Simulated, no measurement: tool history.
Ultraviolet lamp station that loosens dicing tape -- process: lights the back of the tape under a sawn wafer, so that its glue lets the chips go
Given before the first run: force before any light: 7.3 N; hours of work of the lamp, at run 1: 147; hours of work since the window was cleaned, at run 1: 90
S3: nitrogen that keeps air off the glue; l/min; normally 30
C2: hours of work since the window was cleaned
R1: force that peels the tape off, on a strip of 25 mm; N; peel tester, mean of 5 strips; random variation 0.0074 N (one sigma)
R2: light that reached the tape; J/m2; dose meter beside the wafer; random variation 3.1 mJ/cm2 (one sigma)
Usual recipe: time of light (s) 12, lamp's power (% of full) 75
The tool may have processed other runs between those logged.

{"run": 1, "hour": 0.0, "time of light (s)": 12, "lamp's power (% of full)": 75, "S3": 30, "hours of work of the lamp": 147, "C2": 90, "R1": 0.307, "R2": 4470}
{"run": 2, "hour": 16.3, "time of light (s)": 12, "lamp's power (% of full)": 75, "S3": 30, "hours of work of the lamp": 156, "C2": 99, "R1": 0.329, "R2": 4370}
{"run": 3, "hour": 29.7, "time of light (s)": 12, "lamp's power (% of full)": 75, "S3": 30, "hours of work of the lamp": 163, "C2": 106, "R1": 0.337, "R2": 4320}
{"run": 4, "hour": 43.3, "time of light (s)": 12, "lamp's power (% of full)": 75, "S3": 30, "hours of work of the lamp": 170, "C2": 114, "R1": 0.337, "R2": 4330}
{"run": 5, "hour": 56.8, "time of light (s)": 12, "lamp's power (% of full)": 75, "S3": 30, "hours of work of the lamp": 177, "C2": 121, "R1": 0.367, "R2": 4350}
{"run": 6, "hour": 67.3, "time of light (s)": 12, "lamp's power (% of full)": 75, "S3": 30, "hours of work of the lamp": 183, "C2": 127, "R1": 0.368, "R2": 4310}
{"run": 7, "hour": 82.6, "time of light (s)": 12, "lamp's power (% of full)": 75, "S3": 23, "hours of work of the lamp": 191, "C2": 135, "R1": 0.485, "R2": 4250}
{"run": 8, "hour": 99.0, "time of light (s)": 12, "lamp's power (% of full)": 83, "S3": 23, "hours of work of the lamp": 200, "C2": 143, "R1": 0.389, "R2": 4640}
{"run": 9, "hour": 108.0, "time of light (s)": 12, "lamp's power (% of full)": 83, "S3": 23, "hours of work of the lamp": 205, "C2": 148, "R1": 0.399, "R2": 4670}
{"run": 10, "hour": 118.8, "time of light (s)": 12, "lamp's power (% of full)": 75, "S3": 30, "hours of work of the lamp": 210, "C2": 154, "R1": 0.391, "R2": 4170}
{"run": 11, "hour": 128.4, "time of light (s)": 12, "lamp's power (% of full)": 75, "S3": 30, "hours of work of the lamp": 216, "C2": 159, "R1": 0.383, "R2": 4210}
{"hour": 129.8, "done": "window cleaned of glue's vapour"}
{"run": 12, "hour": 137.0, "time of light (s)": 12, "lamp's power (% of full)": 75, "S3": 30, "hours of work of the lamp": 220, "C2": 4, "R1": 0.427, "R2": 4040}
{"run": 13, "hour": 153.2, "time of light (s)": 12, "lamp's power (% of full)": 75, "S3": 30, "hours of work of the lamp": 229, "C2": 13, "R1": 0.428, "R2": 4030}
{"run": 14, "hour": 167.6, "time of light (s)": 12, "lamp's power (% of full)": 75, "S3": 30, "hours of work of the lamp": 236, "C2": 20, "R1": 0.427, "R2": 3930}
{"run": 15, "hour": 177.8, "time of light (s)": 21, "lamp's power (% of full)": 89, "S3": 51, "hours of work of the lamp": 242, "C2": 26, "R1": 0.114, "R2": 8220}
{"run": 16, "hour": 188.9, "time of light (s)": 17, "lamp's power (% of full)": 75, "S3": 30, "hours of work of the lamp": 248, "C2": 32, "R1": 0.194, "R2": 5590}
{"run": 17, "hour": 204.9, "time of light (s)": 17, "lamp's power (% of full)": 75, "S3": 30, "hours of work of the lamp": 256, "C2": 40, "R1": 0.211, "R2": 5500}
{"hour": 214.3, "done": "window cleaned of glue's vapour, once more"}
{"run": 18, "hour": 216.0, "time of light (s)": 17, "lamp's power (% of full)": 75, "S3": 30, "hours of work of the lamp": 262, "C2": 1, "R1": 0.154, "R2": 6450}
{"run": 19, "hour": 223.3, "time of light (s)": 11, "lamp's power (% of full)": 81, "S3": 15, "hours of work of the lamp": 266, "C2": 5, "R1": 0.662, "R2": 4480}
{"run": 20, "hour": 240.0, "time of light (s)": 11, "lamp's power (% of full)": 81, "S3": 15, "hours of work of the lamp": 275, "C2": 14, "R1": 0.661, "R2": 4500}
{"run": 21, "hour": 253.3, "time of light (s)": 7, "lamp's power (% of full)": 85, "S3": 34, "hours of work of the lamp": 282, "C2": 21, "R1": 0.735, "R2": 2940}
{"run": 22, "hour": 267.2, "time of light (s)": 7, "lamp's power (% of full)": 85, "S3": 34, "hours of work of the lamp": 289, "C2": 28, "R1": 0.748, "R2": 2980}
{"run": 23, "hour": 274.6, "time of light (s)": 13, "lamp's power (% of full)": 87, "S3": 34, "hours of work of the lamp": 293, "C2": 32, "R1": 0.191, "R2": 5530}
{"run": 24, "hour": 283.3, "time of light (s)": 7, "lamp's power (% of full)": 74, "S3": 12, "hours of work of the lamp": 298, "C2": 37, "R1": 2.021, "R2": 2550}
{"run": 25, "hour": 297.2, "time of light (s)": 6, "lamp's power (% of full)": 85, "S3": 41, "hours of work of the lamp": 306, "C2": 44, "R1": 0.929, "R2": 2440}
{"run": 26, "hour": 312.4, "time of light (s)": 6, "lamp's power (% of full)": 80, "S3": 41, "hours of work of the lamp": 314, "C2": 53, "R1": 1.029, "R2": 2300}
{"run": 27, "hour": 326.0, "time of light (s)": 6, "lamp's power (% of full)": 80, "S3": 47, "hours of work of the lamp": 321, "C2": 60, "R1": 0.946, "R2": 2290}

Forecast each of these 4 alternatives for the next run:
{"run": "A", "hour": 338.5, "time of light (s)": 8, "lamp's power (% of full)": 85, "S3": 18, "hours of work of the lamp": 328, "C2": 66, "R1": "?", "R2": "?"}
{"run": "B", "hour": 338.5, "time of light (s)": 23, "lamp's power (% of full)": 73, "S3": 28, "hours of work of the lamp": 328, "C2": 66, "R1": "?", "R2": "?"}
{"run": "C", "hour": 338.5, "time of light (s)": 16, "lamp's power (% of full)": 75, "S3": 30, "hours of work of the lamp": 328, "C2": 66, "R1": "?", "R2": "?"}
{"run": "D", "hour": 338.5, "time of light (s)": 8, "lamp's power (% of full)": 75, "S3": 21, "hours of work of the lamp": 328, "C2": 66, "R1": "?", "R2": "?"}

run=A R1=1.011 R2=3260
run=B R1=0.128 R2=8030
run=C R1=0.191 R2=5740
run=D R1=1.181 R2=2840
Stripped of hidden state, with their random variation kept, the same runs would have yielded:
run=A R1=0.802 R2=3680
run=B R1=0.119 R2=9080
run=C R1=0.154 R2=6490
run=D R1=0.944 R2=3210
